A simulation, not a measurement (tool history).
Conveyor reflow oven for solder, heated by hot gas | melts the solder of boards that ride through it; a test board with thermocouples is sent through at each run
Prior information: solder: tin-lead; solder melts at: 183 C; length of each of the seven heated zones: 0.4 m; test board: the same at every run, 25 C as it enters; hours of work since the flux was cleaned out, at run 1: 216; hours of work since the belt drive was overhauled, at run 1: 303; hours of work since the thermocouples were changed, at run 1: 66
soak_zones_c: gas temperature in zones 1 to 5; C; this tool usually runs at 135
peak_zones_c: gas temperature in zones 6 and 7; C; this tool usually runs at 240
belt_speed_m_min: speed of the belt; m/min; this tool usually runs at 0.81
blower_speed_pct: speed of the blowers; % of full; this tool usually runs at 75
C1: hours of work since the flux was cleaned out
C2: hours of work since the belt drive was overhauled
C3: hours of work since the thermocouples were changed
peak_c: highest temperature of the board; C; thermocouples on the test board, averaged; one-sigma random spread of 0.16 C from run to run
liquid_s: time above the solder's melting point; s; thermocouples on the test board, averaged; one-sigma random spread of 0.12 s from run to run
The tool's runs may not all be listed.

Run 1, hour 0: usual settings; C1 216; C2 303; C3 66. Result: peak_c 215.2 C, liquid_s 41.1 s.
Run 2, hour 9.2: usual settings; C1 220; C2 306; C3 70. Result: peak_c 215.3 C, liquid_s 41.2 s.
Run 3, hour 16.1: usual settings; C1 222; C2 309; C3 73. Result: peak_c 215.1 C, liquid_s 41.1 s.
Run 4, hour 24.8: usual settings; C1 226; C2 313; C3 76. Result: peak_c 215.1 C, liquid_s 41 s.
Run 5, hour 32.6: usual settings; C1 229; C2 316; C3 79. Result: peak_c 215 C, liquid_s 41 s.
Run 6, hour 41.2: usual settings; C1 232; C2 319; C3 83. Result: peak_c 214.9 C, liquid_s 41.2 s.
Run 7, hour 47.6: usual settings; C1 235; C2 322; C3 85. Result: peak_c 214.8 C, liquid_s 41.2 s.
Run 8, hour 54.9: usual settings; C1 238; C2 325; C3 88. Result: peak_c 214.8 C, liquid_s 41.2 s.
Run 9, hour 64.8: usual settings; C1 242; C2 329; C3 92. Result: peak_c 214.7 C, liquid_s 41 s.
Run 10, hour 71.9: usual settings; C1 245; C2 331; C3 95. Result: peak_c 214.6 C, liquid_s 41 s.
Run 11, hour 77.4: usual settings; C1 247; C2 334; C3 97. Result: peak_c 214.6 C, liquid_s 41 s.
Run 12, hour 87.5: usual settings; C1 251; C2 338; C3 101. Result: peak_c 214.8 C, liquid_s 40.9 s.
Run 13, hour 96.2: usual settings; C1 254; C2 341; C3 105. Result: peak_c 214.6 C, liquid_s 41.1 s.
Run 14, hour 106.3: usual settings but peak_zones_c 253 C; C1 259; C2 345; C3 109. Result: peak_c 225.3 C, liquid_s 47.1 s.
Run 15, hour 114.9: usual settings; C1 262; C2 349; C3 112. Result: peak_c 214.6 C, liquid_s 40.8 s.
Run 16, hour 122.1: usual settings but soak_zones_c 130 C, peak_zones_c 244 C, blower_speed_pct 78 % of full; C1 265; C2 352; C3 115. Result: peak_c 217.1 C, liquid_s 41.4 s.
Run 17, hour 126.7: usual settings but peak_zones_c 235 C, blower_speed_pct 66 % of full; C1 267; C2 353; C3 117. Result: peak_c 208.3 C, liquid_s 35.9 s.
Run 18, hour 136.6: usual settings but soak_zones_c 127 C, peak_zones_c 253 C, belt_speed_m_min 0.665 m/min, blower_speed_pct 53 % of full; C1 271; C2 357; C3 121. Result: peak_c 225.3 C, liquid_s 55.8 s.
Run 19, hour 146.9: usual settings but soak_zones_c 124 C, peak_zones_c 231 C, belt_speed_m_min 0.807 m/min; C1 275; C2 361; C3 125. Result: peak_c 204.6 C, liquid_s 30.4 s.
Run 20, hour 154.4: usual settings but belt_speed_m_min 0.944 m/min, blower_speed_pct 61 % of full; C1 278; C2 364; C3 128. Result: peak_c 203.8 C, liquid_s 26.1 s.
Run 21, hour 163.8: usual settings but belt_speed_m_min 0.944 m/min, blower_speed_pct 77 % of full; C1 282; C2 368; C3 132. Result: peak_c 208 C, liquid_s 30 s.
Run 22, hour 173.5: usual settings but soak_zones_c 142 C, peak_zones_c 231 C, belt_speed_m_min 0.936 m/min, blower_speed_pct 76 % of full; C1 285; C2 372; C3 136. Result: peak_c 203.6 C, liquid_s 28.2 s.
At hour 183: flux residue cleaned out of gas plates and filters.
Run 23, hour 185.7: usual settings but soak_zones_c 147 C, peak_zones_c 253 C, belt_speed_m_min 0.887 m/min, blower_speed_pct 82 % of full; C1 1; C2 375; C3 138. Result: peak_c 229.3 C, liquid_s 48.1 s.
Run 24, hour 195: usual settings but soak_zones_c 147 C, peak_zones_c 253 C, belt_speed_m_min 0.887 m/min, blower_speed_pct 78 % of full; C1 5; C2 379; C3 142. Result: peak_c 228.7 C, liquid_s 47.8 s.
Run 25, hour 205.5: usual settings but soak_zones_c 147 C, peak_zones_c 253 C, belt_speed_m_min 0.887 m/min, blower_speed_pct 78 % of full; C1 9; C2 383; C3 146. Result: peak_c 228.4 C, liquid_s 47.8 s.
Run 26, hour 210.7: usual settings but soak_zones_c 137 C, belt_speed_m_min 0.922 m/min; C1 11; C2 385; C3 148. Result: peak_c 213.2 C, liquid_s 35.4 s.
Run 27, hour 215.2: usual settings but soak_zones_c 137 C, belt_speed_m_min 0.922 m/min; C1 13; C2 387; C3 150. Result: peak_c 212.9 C, liquid_s 35.5 s.
Run 28, hour 220.2: usual settings but soak_zones_c 139 C, belt_speed_m_min 0.945 m/min, blower_speed_pct 67 % of full; C1 15; C2 389; C3 152. Result: peak_c 210.3 C, liquid_s 32.7 s.
Run 29, hour 224.8: usual settings but belt_speed_m_min 0.783 m/min; C1 17; C2 391; C3 154. Result: peak_c 219.1 C, liquid_s 45.5 s.
Run 30, hour 230.2: usual settings but belt_speed_m_min 0.783 m/min; C1 19; C2 393; C3 156. Result: peak_c 219.1 C, liquid_s 45.9 s.

Predict each of these 5 candidate next runs independently; none follows another, all start after run 30:
Run A, hour 236.7: usual settings but belt_speed_m_min 0.824 m/min; C1 21; C2 395; C3 159. Result: peak_c ?, liquid_s ?.
Run B, hour 236.7: usual settings but peak_zones_c 235 C, belt_speed_m_min 0.783 m/min, blower_speed_pct 51 % of full; C1 21; C2 395; C3 159. Result: peak_c ?, liquid_s ?.
Run C, hour 236.7: usual settings but peak_zones_c 234 C, belt_speed_m_min 0.783 m/min; C1 21; C2 395; C3 159. Result: peak_c ?, liquid_s ?.
Run D, hour 236.7: usual settings but peak_zones_c 244 C, belt_speed_m_min 0.904 m/min, blower_speed_pct 64 % of full; C1 21; C2 395; C3 159. Result: peak_c ?, liquid_s ?.
Run E, hour 236.7: usual settings but peak_zones_c 239 C, belt_speed_m_min 0.783 m/min; C1 21; C2 395; C3 159. Result: peak_c ?, liquid_s ?.

run  peak_c  liquid_s
  A     217      42.1
  B   208.3      36.9
  C   213.9      42.6
  D   213.3      35.5
  E   218.1      45.3
What these runs would have given with no unlogged condition in the tool:
run  peak_c  liquid_s
  A   217.8      42.4
  B   208.9      37.3
  C   214.6        43
  D   214.1      35.9
  E   218.9      45.5

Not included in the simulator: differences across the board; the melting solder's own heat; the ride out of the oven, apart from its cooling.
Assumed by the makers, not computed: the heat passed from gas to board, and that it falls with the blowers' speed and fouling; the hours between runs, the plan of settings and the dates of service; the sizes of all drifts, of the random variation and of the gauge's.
